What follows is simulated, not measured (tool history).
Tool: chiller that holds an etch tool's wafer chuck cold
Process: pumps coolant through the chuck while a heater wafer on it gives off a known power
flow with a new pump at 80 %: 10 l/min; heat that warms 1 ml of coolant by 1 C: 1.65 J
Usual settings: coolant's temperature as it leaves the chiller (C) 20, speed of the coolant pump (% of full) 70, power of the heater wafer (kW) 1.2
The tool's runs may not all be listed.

| run | hour | coolant's temperature as it leaves the chiller (C) | speed of the coolant pump (% of full) | power of the heater wafer (kW) | chuck's temperature once it has settled (C) | how much warmer the coolant comes back (C) |
|---|---|---|---|---|---|---|
| 1 | 0 | 20 | 70 | 1.2 | 36 | 5.04 |
| 2 | 14.9 | 20 | 70 | 1.2 | 36.2 | 5.05 |
| 3 | 47.3 | 20 | 70 | 1.778 | 43.7 | 7.46 |
| 4 | 78.4 | 20 | 70 | 1.778 | 43.6 | 7.49 |
| 5 | 99.5 | 20 | 70 | 1.2 | 36 | 5.02 |
| 6 | 118.8 | 22 | 70 | 1.2 | 38 | 5.04 |
| 7 | 150.3 | 22 | 70 | 1.597 | 43.3 | 6.66 |
| 8 | 180.5 | 22 | 70 | 1.597 | 43.4 | 6.67 |
| 9 | 203.4 | 22 | 70 | 1.597 | 43.2 | 6.69 |
| 10 | 236.4 | 22 | 70 | 1.597 | 43.3 | 6.63 |
| 11 | 251.9 | 22 | 70 | 1.486 | 41.6 | 6.13 |
| 12 | 283.8 | 17 | 91 | 1.464 | 32.3 | 4.55 |
| 13 | 315.1 | 20 | 83 | 1.016 | 31.4 | 3.38 |
| 14 | 346.6 | 11 | 73 | 0.791 | 21.2 | 3.1 |

Forecast run 15:
| 15 | 362.9 | 27 | 83 | 0.644 | ? | ? |

{"run 15": {"chuck's temperature once it has settled (C)": 34.4, "how much warmer the coolant comes back (C)": 2.15}}
Without the tool's hidden state the same run would have given chuck's temperature once it has settled (C) 34.4, how much warmer the coolant comes back (C) 2.27.

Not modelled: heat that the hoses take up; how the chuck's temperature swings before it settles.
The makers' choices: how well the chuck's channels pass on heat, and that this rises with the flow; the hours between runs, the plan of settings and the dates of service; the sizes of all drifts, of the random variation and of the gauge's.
